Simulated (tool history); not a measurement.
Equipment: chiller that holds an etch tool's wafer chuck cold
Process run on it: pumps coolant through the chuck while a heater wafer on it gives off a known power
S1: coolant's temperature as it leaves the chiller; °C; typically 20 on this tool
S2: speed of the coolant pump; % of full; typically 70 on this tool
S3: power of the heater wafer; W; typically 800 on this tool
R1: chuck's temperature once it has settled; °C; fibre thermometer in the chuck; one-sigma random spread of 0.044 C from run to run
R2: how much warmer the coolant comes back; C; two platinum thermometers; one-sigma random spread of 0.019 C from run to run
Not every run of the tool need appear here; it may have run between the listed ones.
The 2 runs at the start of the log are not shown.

{"run": 3, "hour": 205.1, "S1": 20, "S2": 70, "S3": 657, "R1": 25.38, "R2": 2.19}
{"run": 4, "hour": 345.5, "S1": 20, "S2": 70, "S3": 657, "R1": 25.3, "R2": 2.2}
{"run": 5, "hour": 430.6, "S1": 11, "S2": 70, "S3": 800, "R1": 17.54, "R2": 2.7}
{"run": 6, "hour": 599.6, "S1": 11, "S2": 70, "S3": 800, "R1": 17.62, "R2": 2.7}
{"run": 7, "hour": 728.9, "S1": 20, "S2": 75, "S3": 800, "R1": 26.27, "R2": 2.53}
{"run": 8, "hour": 827.4, "S1": 20, "S2": 70, "S3": 800, "R1": 26.55, "R2": 2.71}
{"run": 9, "hour": 902.8, "S1": 21, "S2": 70, "S3": 800, "R1": 27.53, "R2": 2.71}
{"run": 10, "hour": 1082.1, "S1": 25, "S2": 70, "S3": 800, "R1": 31.56, "R2": 2.74}
{"run": 11, "hour": 1237.2, "S1": 20, "S2": 91, "S3": 800, "R1": 25.43, "R2": 2.1}
{"run": 12, "hour": 1371.1, "S1": 20, "S2": 70, "S3": 441, "R1": 23.61, "R2": 1.49}
{"run": 13, "hour": 1547.0, "S1": 20, "S2": 70, "S3": 441, "R1": 23.64, "R2": 1.55}
{"run": 14, "hour": 1688.6, "S1": 20, "S2": 70, "S3": 441, "R1": 23.57, "R2": 1.55}
{"run": 15, "hour": 1800.0, "S1": 20, "S2": 70, "S3": 800, "R1": 26.78, "R2": 2.76}
{"run": 16, "hour": 1881.5, "S1": 20, "S2": 70, "S3": 800, "R1": 26.73, "R2": 2.76}
{"run": 17, "hour": 1997.3, "S1": 20, "S2": 70, "S3": 800, "R1": 26.72, "R2": 2.8}

Expected results for the next run?
{"run": 18, "hour": 2126.0, "S1": 20, "S2": 73, "S3": 780, "R1": "?", "R2": "?"}

Run 18 yielded R1 26.39 °C, R2 2.59 C.
If the tool had no hidden condition, the same run with the same run-to-run variation would have returned R1 25.83 °C, R2 2.4 C.
